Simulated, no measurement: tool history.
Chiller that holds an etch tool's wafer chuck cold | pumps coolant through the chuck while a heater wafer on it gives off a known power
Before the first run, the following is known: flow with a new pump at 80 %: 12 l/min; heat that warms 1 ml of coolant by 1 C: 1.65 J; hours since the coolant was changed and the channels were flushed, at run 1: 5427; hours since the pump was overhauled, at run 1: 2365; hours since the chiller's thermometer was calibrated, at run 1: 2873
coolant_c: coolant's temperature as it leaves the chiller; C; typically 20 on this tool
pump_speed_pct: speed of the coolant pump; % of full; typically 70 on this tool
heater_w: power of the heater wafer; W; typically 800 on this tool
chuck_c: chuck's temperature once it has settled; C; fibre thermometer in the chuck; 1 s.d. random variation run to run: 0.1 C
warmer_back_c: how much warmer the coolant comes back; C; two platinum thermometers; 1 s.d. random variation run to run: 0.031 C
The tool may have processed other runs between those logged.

| run | hour | coolant_c | pump_speed_pct | heater_w | hours since the coolant was changed and the channels were flushed | hours since the pump was overhauled | hours since the chiller's thermometer was calibrated | chuck_c | warmer_back_c |
|---|---|---|---|---|---|---|---|---|---|
| 1 | 0.0 | 20 | 70 | 800 | 5427 | 2365 | 2873 | 32.1 | 2.92 |
| 2 | 79.6 | 20 | 70 | 800 | 5507 | 2445 | 2952 | 31.9 | 2.82 |
| 3 | 212.8 | 20 | 70 | 800 | 5640 | 2578 | 3086 | 32.2 | 2.87 |
| 4 | 269.5 | 20 | 70 | 800 | 5697 | 2634 | 3142 | 32.2 | 2.88 |
| 5 | 377.1 | 20 | 70 | 911 | 5804 | 2742 | 3250 | 33.9 | 3.24 |
| 6 | 489.1 | 20 | 70 | 911 | 5916 | 2854 | 3362 | 33.9 | 3.29 |
| 7 | 586.8 | 20 | 70 | 911 | 6014 | 2952 | 3460 | 33.8 | 3.29 |
| 8 | 649.1 | 20 | 70 | 911 | 6076 | 3014 | 3522 | 34.1 | 3.35 |
| 9 | 740.6 | 20 | 70 | 911 | 6168 | 3106 | 3613 | 33.9 | 3.34 |
| 10 | 870.0 | 20 | 70 | 911 | 6297 | 3235 | 3743 | 34.1 | 3.31 |

What does the tool deliver on the next run?
| 11 | 937.3 | 20 | 87 | 911 | 6365 | 3302 | 3810 | ? | ? |

Run 11 measured chuck_c 32.0 C, warmer_back_c 2.69 C.
If the tool had no hidden condition, the same run with the same run-to-run variation would have returned chuck_c 30.6 C, warmer_back_c 2.56 C.

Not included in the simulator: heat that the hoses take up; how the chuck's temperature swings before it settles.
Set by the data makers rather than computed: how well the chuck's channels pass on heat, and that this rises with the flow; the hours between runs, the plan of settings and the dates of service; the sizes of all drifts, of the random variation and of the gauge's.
